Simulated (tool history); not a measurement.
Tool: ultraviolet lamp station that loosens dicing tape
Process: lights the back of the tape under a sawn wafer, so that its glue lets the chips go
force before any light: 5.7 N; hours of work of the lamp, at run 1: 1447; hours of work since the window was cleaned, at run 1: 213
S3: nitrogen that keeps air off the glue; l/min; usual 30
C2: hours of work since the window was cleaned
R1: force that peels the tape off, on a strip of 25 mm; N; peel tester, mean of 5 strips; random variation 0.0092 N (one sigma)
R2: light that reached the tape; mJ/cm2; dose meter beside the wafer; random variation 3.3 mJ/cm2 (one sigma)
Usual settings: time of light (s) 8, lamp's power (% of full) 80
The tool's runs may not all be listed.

{"run": 1, "day": 0.0, "time of light (s)": 8, "lamp's power (% of full)": 80, "S3": 30, "hours of work of the lamp": 1447, "C2": 213, "R1": 0.387, "R2": 519}
{"day": 2.612, "done": "window cleaned of glue's vapour"}
{"run": 2, "day": 2.625, "time of light (s)": 8, "lamp's power (% of full)": 62, "S3": 30, "hours of work of the lamp": 1479, "C2": 0, "R1": 0.574, "R2": 403}
{"run": 3, "day": 5.304, "time of light (s)": 8, "lamp's power (% of full)": 80, "S3": 30, "hours of work of the lamp": 1511, "C2": 33, "R1": 0.381, "R2": 513}
{"run": 4, "day": 7.35, "time of light (s)": 8, "lamp's power (% of full)": 80, "S3": 30, "hours of work of the lamp": 1536, "C2": 57, "R1": 0.387, "R2": 515}
{"run": 5, "day": 10.279, "time of light (s)": 6, "lamp's power (% of full)": 80, "S3": 30, "hours of work of the lamp": 1571, "C2": 93, "R1": 0.602, "R2": 389}
{"run": 6, "day": 14.346, "time of light (s)": 6, "lamp's power (% of full)": 80, "S3": 30, "hours of work of the lamp": 1620, "C2": 142, "R1": 0.612, "R2": 393}
{"run": 7, "day": 18.475, "time of light (s)": 10, "lamp's power (% of full)": 86, "S3": 44, "hours of work of the lamp": 1670, "C2": 192, "R1": 0.266, "R2": 694}
{"run": 8, "day": 20.325, "time of light (s)": 6, "lamp's power (% of full)": 88, "S3": 23, "hours of work of the lamp": 1693, "C2": 214, "R1": 0.589, "R2": 429}
{"run": 9, "day": 22.35, "time of light (s)": 6, "lamp's power (% of full)": 88, "S3": 23, "hours of work of the lamp": 1717, "C2": 239, "R1": 0.587, "R2": 428}
{"day": 22.742, "done": "lamp changed"}
{"day": 22.762, "done": "window cleaned of glue's vapour"}
{"run": 10, "day": 25.617, "time of light (s)": 6, "lamp's power (% of full)": 88, "S3": 23, "hours of work of the lamp": 35, "C2": 35, "R1": 0.588, "R2": 426}
{"run": 11, "day": 27.562, "time of light (s)": 6, "lamp's power (% of full)": 88, "S3": 23, "hours of work of the lamp": 58, "C2": 58, "R1": 0.592, "R2": 426}
{"run": 12, "day": 30.525, "time of light (s)": 6, "lamp's power (% of full)": 88, "S3": 23, "hours of work of the lamp": 94, "C2": 94, "R1": 0.583, "R2": 426}

5 ways to go on from here, each from the tool as it stands after run 12. What would each give?
{"run": "A", "day": 34.079, "time of light (s)": 9, "lamp's power (% of full)": 79, "S3": 12, "hours of work of the lamp": 137, "C2": 137, "R1": "?", "R2": "?"}
{"run": "B", "day": 34.079, "time of light (s)": 10, "lamp's power (% of full)": 88, "S3": 24, "hours of work of the lamp": 137, "C2": 137, "R1": "?", "R2": "?"}
{"run": "C", "day": 34.079, "time of light (s)": 6, "lamp's power (% of full)": 62, "S3": 33, "hours of work of the lamp": 137, "C2": 137, "R1": "?", "R2": "?"}
{"run": "D", "day": 34.079, "time of light (s)": 6, "lamp's power (% of full)": 88, "S3": 9, "hours of work of the lamp": 137, "C2": 137, "R1": "?", "R2": "?"}
{"run": "E", "day": 34.079, "time of light (s)": 7, "lamp's power (% of full)": 93, "S3": 10, "hours of work of the lamp": 137, "C2": 137, "R1": "?", "R2": "?"}

run=A R1=0.504 R2=576
run=B R1=0.278 R2=718
run=C R1=0.879 R2=308
run=D R1=0.981 R2=428
run=E R1=0.652 R2=531
Without the tool's hidden state the same runs would have given:
run=A R1=0.504 R2=576
run=B R1=0.278 R2=718
run=C R1=0.878 R2=309
run=D R1=0.980 R2=428
run=E R1=0.651 R2=531
